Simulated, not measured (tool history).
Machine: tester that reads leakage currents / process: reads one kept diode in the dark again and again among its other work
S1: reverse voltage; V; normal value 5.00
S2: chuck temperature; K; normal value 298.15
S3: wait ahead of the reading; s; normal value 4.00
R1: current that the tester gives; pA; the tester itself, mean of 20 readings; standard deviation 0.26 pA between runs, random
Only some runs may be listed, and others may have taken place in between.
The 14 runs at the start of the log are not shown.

run	hour	S1	S2	S3	R1
15	1804.9	11.32	298.15	4.00	90.31
16	1931.5	11.32	298.15	4.00	88.99
17	2082.5	5.00	298.15	1.27	59.50
# hour 2185.6: chuck's temperature calibrated, once more
18	2236.6	2.30	325.15	4.00	428.32
19	2335.6	5.00	298.15	4.75	84.68
20	2434.6	5.00	298.15	4.75	84.32
21	2577.9	5.00	298.15	4.75	82.91
22	2724.8	10.91	304.15	4.24	189.49
23	2870.5	13.95	298.15	1.37	136.98
24	3004.3	2.63	298.15	1.12	58.41
# hour 3058.0: probe card cleaned and baked
25	3117.3	7.36	308.15	0.57	201.35
26	3245.7	5.00	296.15	0.99	64.29
27	3378.8	17.55	312.15	0.49	408.30
28	3484.3	17.55	312.15	0.49	405.99
29	3616.7	7.29	330.15	5.56	904.74
30	3762.8	5.00	298.15	2.27	71.52
# hour 3842.3: chuck's temperature calibrated
31	3878.2	5.00	298.15	2.27	85.34
32	3976.2	5.00	298.15	2.27	84.62
33	4073.2	5.00	298.15	2.27	83.81

Forecast each of these 3 alternatives for the next run:
A	4160.7	5.00	301.15	4.00	?
B	4160.7	1.33	298.15	4.00	?
C	4160.7	5.73	317.15	0.34	?

run	R1
A	104.41
B	43.73
C	373.01
What these runs would have given with no unlogged condition in the tool:
run	R1
A	108.00
B	45.43
C	386.26
